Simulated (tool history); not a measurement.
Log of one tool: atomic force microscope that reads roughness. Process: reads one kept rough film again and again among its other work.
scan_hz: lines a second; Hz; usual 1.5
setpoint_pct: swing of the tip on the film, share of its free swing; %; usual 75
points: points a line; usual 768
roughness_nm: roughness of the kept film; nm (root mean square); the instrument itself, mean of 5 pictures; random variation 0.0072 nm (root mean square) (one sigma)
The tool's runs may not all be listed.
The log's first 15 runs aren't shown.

{"run": 16, "hour": 125.2, "scan_hz": 1.5, "setpoint_pct": 69, "points": 768, "roughness_nm": 1.482}
{"run": 17, "hour": 130.6, "scan_hz": 1.5, "setpoint_pct": 69, "points": 768, "roughness_nm": 1.483}
{"run": 18, "hour": 143.2, "scan_hz": 1.5, "setpoint_pct": 69, "points": 768, "roughness_nm": 1.472}
{"run": 19, "hour": 151.9, "scan_hz": 1.5, "setpoint_pct": 69, "points": 768, "roughness_nm": 1.469}
{"run": 20, "hour": 159.9, "scan_hz": 1.5, "setpoint_pct": 69, "points": 768, "roughness_nm": 1.46}
{"run": 21, "hour": 165.4, "scan_hz": 1.95, "setpoint_pct": 77, "points": 966, "roughness_nm": 1.367}
{"run": 22, "hour": 172.1, "scan_hz": 3.01, "setpoint_pct": 61, "points": 280, "roughness_nm": 1.41}
{"run": 23, "hour": 179.3, "scan_hz": 0.95, "setpoint_pct": 84, "points": 768, "roughness_nm": 1.414}
{"run": 24, "hour": 191.3, "scan_hz": 1.5, "setpoint_pct": 70, "points": 627, "roughness_nm": 1.439}
{"run": 25, "hour": 200.9, "scan_hz": 1.5, "setpoint_pct": 70, "points": 627, "roughness_nm": 1.417}
{"run": 26, "hour": 206.5, "scan_hz": 0.99, "setpoint_pct": 73, "points": 367, "roughness_nm": 1.441}
{"hour": 208.5, "done": "height scale calibrated on a step standard"}
{"run": 27, "hour": 218.4, "scan_hz": 1.75, "setpoint_pct": 75, "points": 276, "roughness_nm": 1.361}
{"hour": 229.6, "done": "new tip fitted"}
{"run": 28, "hour": 230.5, "scan_hz": 1.75, "setpoint_pct": 57, "points": 376, "roughness_nm": 1.537}
{"run": 29, "hour": 239.1, "scan_hz": 3.76, "setpoint_pct": 66, "points": 887, "roughness_nm": 1.407}
{"run": 30, "hour": 246.7, "scan_hz": 1.87, "setpoint_pct": 55, "points": 646, "roughness_nm": 1.541}
{"run": 31, "hour": 257.0, "scan_hz": 1, "setpoint_pct": 86, "points": 646, "roughness_nm": 1.433}
{"run": 32, "hour": 262.7, "scan_hz": 1.5, "setpoint_pct": 72, "points": 943, "roughness_nm": 1.472}
{"hour": 269.5, "done": "height scale calibrated on a step standard, once more"}
{"run": 33, "hour": 270.3, "scan_hz": 1.19, "setpoint_pct": 65, "points": 282, "roughness_nm": 1.507}
{"run": 34, "hour": 279.7, "scan_hz": 1.69, "setpoint_pct": 64, "points": 282, "roughness_nm": 1.488}

Forecast run 35:
{"run": 35, "hour": 289.2, "scan_hz": 2.43, "setpoint_pct": 72, "points": 326, "roughness_nm": "?"}

{"run 35": {"roughness_nm": 1.386}}
Without the tool's hidden state the same run would have given roughness_nm 1.427 nm (root mean square).

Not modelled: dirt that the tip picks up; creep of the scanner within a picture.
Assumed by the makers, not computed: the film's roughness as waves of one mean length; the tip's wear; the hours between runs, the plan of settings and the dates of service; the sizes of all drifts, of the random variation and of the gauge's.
